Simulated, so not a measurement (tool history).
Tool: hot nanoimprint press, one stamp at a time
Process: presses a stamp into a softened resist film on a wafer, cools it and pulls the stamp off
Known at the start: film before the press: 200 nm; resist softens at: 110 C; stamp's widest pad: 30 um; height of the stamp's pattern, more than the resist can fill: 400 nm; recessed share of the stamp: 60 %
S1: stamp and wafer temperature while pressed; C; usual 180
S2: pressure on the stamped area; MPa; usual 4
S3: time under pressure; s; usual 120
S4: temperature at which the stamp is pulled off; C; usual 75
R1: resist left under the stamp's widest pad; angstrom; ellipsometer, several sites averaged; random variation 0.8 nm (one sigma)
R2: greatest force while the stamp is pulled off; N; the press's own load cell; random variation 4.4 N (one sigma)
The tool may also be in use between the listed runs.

run	hour	S1	S2	S3	S4	R1	R2
1	0	180	4	120	75	1120	295
2	64.6	180	4	120	75	1133	292
3	120.1	180	4	120	75	1149	307
4	172.6	170	4	120	75	1571	316
5	217.1	170	4	120	75	1593	225
6	249.7	170	4	120	75	1566	226
7	296.2	170	4	120	70	1501	246
8	353.6	170	4	120	70	1503	242
9	417.8	180	4	120	75	1075	241
10	456.8	180	4	120	75	1093	239
11	486.1	180	4	120	75	1073	242
12	518.9	175	4	120	75	1313	244
13	575.7	175	4	120	75	1303	256
14	611	175	4	120	75	1313	250
15	677.4	175	4	120	75	1331	265
16	741.9	180	4	120	75	1097	270
17	775.4	180	4	120	75	1123	277
18	823.6	180	4	120	72	1128	293
19	862.3	190	3.79	120	71	783	307
20	898.5	190	3.79	120	71	789	313
21	947	170	2.41	113	65	1724	348
22	1017.2	180	3.19	75	64	1388	349
23	1056.5	172	4.05	120	77	1467	294
24	1125.1	172	4.05	120	77	1508	306
25	1175.6	184	4.34	120	75	929	218
26	1221.4	180	4	75	68	1311	251
27	1267	172	4	97	68	1561	277
28	1331.4	186	4	85	68	949	257
29	1359.6	180	4	90	62	1181	293
30	1421.2	169	3.75	165	75	1473	247
31	1471.1	185	3.4	201	60	788	304

Taken out of this log: 5 entries between the listed runs. Where each belongs, and how the hidden state differs across it:
Between runs 4 and 5: stamp cleaned and given a new release coat (hour 182.4)
  true temperature over the reading, C: -1.98 -> -2.06; pressure that arrives at the usual setting, %: 97.49 -> 97.33; grip of the stamp's worn release coat, % over a new coat's: 41.1 -> 1.4
  measured less the result without the state, R1: +94 -> +98 angstrom; R2: +100 -> +11 N
Between runs 6 and 7: plate thermocouple calibrated (hour 293.9)
  true temperature over the reading, C: -2.14 -> -0.03; pressure that arrives at the usual setting, %: 97.18 -> 96.99; grip of the stamp's worn release coat, % over a new coat's: 2.7 -> 4.6
  measured less the result without the state, R1: +101 -> +14 angstrom; R2: +14 -> +11 N
Between runs 21 and 22: press's hydraulic seals changed and the load cell set to zero (hour 981.8)
  true temperature over the reading, C: -1.52 -> -1.66; pressure that arrives at the usual setting, %: 93.94 -> 99.19; grip of the stamp's worn release coat, % over a new coat's: 32.9 -> 35.7
  measured less the result without the state, R1: +57 -> +70 angstrom; R2: +93 -> +98 N
Between runs 24 and 25: stamp cleaned and given a new release coat (hour 1144.5)
  true temperature over the reading, C: -1.92 -> -2.02; pressure that arrives at the usual setting, %: 98.69 -> 98.46; grip of the stamp's worn release coat, % over a new coat's: 40.7 -> 1.3
  measured less the result without the state, R1: +93 -> +79 angstrom; R2: +96 -> +10 N
Between runs 27 and 28: plate thermocouple calibrated (hour 1303.7)
  true temperature over the reading, C: -2.23 -> -0.22; pressure that arrives at the usual setting, %: 98.05 -> 97.77; grip of the stamp's worn release coat, % over a new coat's: 5 -> 7.6
  measured less the result without the state, R1: +100 -> +18 angstrom; R2: +22 -> +19 N

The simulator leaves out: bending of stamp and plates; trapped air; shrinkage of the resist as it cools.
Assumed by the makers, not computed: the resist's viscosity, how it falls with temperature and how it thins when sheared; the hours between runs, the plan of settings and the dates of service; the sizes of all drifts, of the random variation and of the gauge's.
